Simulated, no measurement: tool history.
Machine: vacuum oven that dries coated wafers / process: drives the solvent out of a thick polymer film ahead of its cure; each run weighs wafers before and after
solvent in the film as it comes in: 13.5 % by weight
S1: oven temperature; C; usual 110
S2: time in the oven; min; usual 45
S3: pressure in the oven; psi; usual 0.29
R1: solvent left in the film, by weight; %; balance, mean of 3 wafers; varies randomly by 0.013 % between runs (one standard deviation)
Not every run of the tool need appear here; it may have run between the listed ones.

run 1 hour=0 | S1=110 S2=45 S3=0.29 | R1=2.47
run 2 hour=15.4 | S1=110 S2=45 S3=0.363 | R1=2.7
run 3 hour=29.3 | S1=110 S2=45 S3=0.29 | R1=2.48
run 4 hour=40.2 | S1=110 S2=45 S3=0.29 | R1=2.48
run 5 hour=55.7 | S1=114 S2=45 S3=0.29 | R1=1.74
run 6 hour=72.4 | S1=114 S2=45 S3=0.29 | R1=1.72
run 7 hour=83.9 | S1=114 S2=45 S3=0.29 | R1=1.72
run 8 hour=96.3 | S1=114 S2=45 S3=0.29 | R1=1.72
run 9 hour=103.7 | S1=110 S2=56 S3=0.29 | R1=1.91
run 10 hour=118.5 | S1=110 S2=62 S3=0.29 | R1=1.74
run 11 hour=133 | S1=110 S2=62 S3=0.29 | R1=1.65
run 12 hour=145.8 | S1=110 S2=45 S3=0.29 | R1=2.31
run 13 hour=163.4 | S1=110 S2=36 S3=0.29 | R1=2.97
run 14 hour=177.2 | S1=110 S2=36 S3=0.29 | R1=2.95
run 15 hour=190.8 | S1=110 S2=36 S3=0.29 | R1=2.91
run 16 hour=204.7 | S1=110 S2=36 S3=0.29 | R1=2.96
run 17 hour=221.3 | S1=110 S2=36 S3=0.248 | R1=3.4
run 18 hour=237.2 | S1=110 S2=53 S3=0.611 | R1=3.45
run 19 hour=245.7 | S1=114 S2=74 S3=1.023 | R1=3.58
run 20 hour=258.6 | S1=102 S2=74 S3=0.77 | R1=5.3
run 21 hour=269.5 | S1=102 S2=74 S3=0.77 | R1=5.35
run 22 hour=282.2 | S1=102 S2=74 S3=0.77 | R1=5.32
run 23 hour=291.6 | S1=102 S2=74 S3=0.77 | R1=5.32
run 24 hour=300.3 | S1=107 S2=74 S3=0.21 | R1=1.83
run 25 hour=313.1 | S1=102 S2=29 S3=0.555 | R1=7.23
run 26 hour=325.4 | S1=102 S2=29 S3=0.555 | R1=7.27
run 27 hour=336.1 | S1=102 S2=29 S3=0.555 | R1=7.28
run 28 hour=350.4 | S1=121 S2=63 S3=0.88 | R1=2.37
run 29 hour=360.4 | S1=121 S2=63 S3=0.88 | R1=2.42
run 30 hour=373.1 | S1=121 S2=63 S3=0.88 | R1=2.38
run 31 hour=380.6 | S1=119 S2=76 S3=0.532 | R1=1.6

Taken out of this log: 2 entries between the listed runs. Where each belongs, and how the hidden state differs across it:
Runs 10 to 11: oven's thermocouples calibrated (hour 122.2)
  true wafer temperature over the reading, C: 1.04 -> 1.74; true pressure over the reading, kPa: 0.096 -> 0.098
  measured value less the no-hidden-state value, R1: -0.12 -> -0.22 %
Runs 16 to 17: oven's thermocouples calibrated, once more (hour 219.9)
  true wafer temperature over the reading, C: 1.79 -> -0.52; true pressure over the reading, kPa: 0.108 -> 0.11
  measured value less the no-hidden-state value, R1: -0.4 -> +0.18 %

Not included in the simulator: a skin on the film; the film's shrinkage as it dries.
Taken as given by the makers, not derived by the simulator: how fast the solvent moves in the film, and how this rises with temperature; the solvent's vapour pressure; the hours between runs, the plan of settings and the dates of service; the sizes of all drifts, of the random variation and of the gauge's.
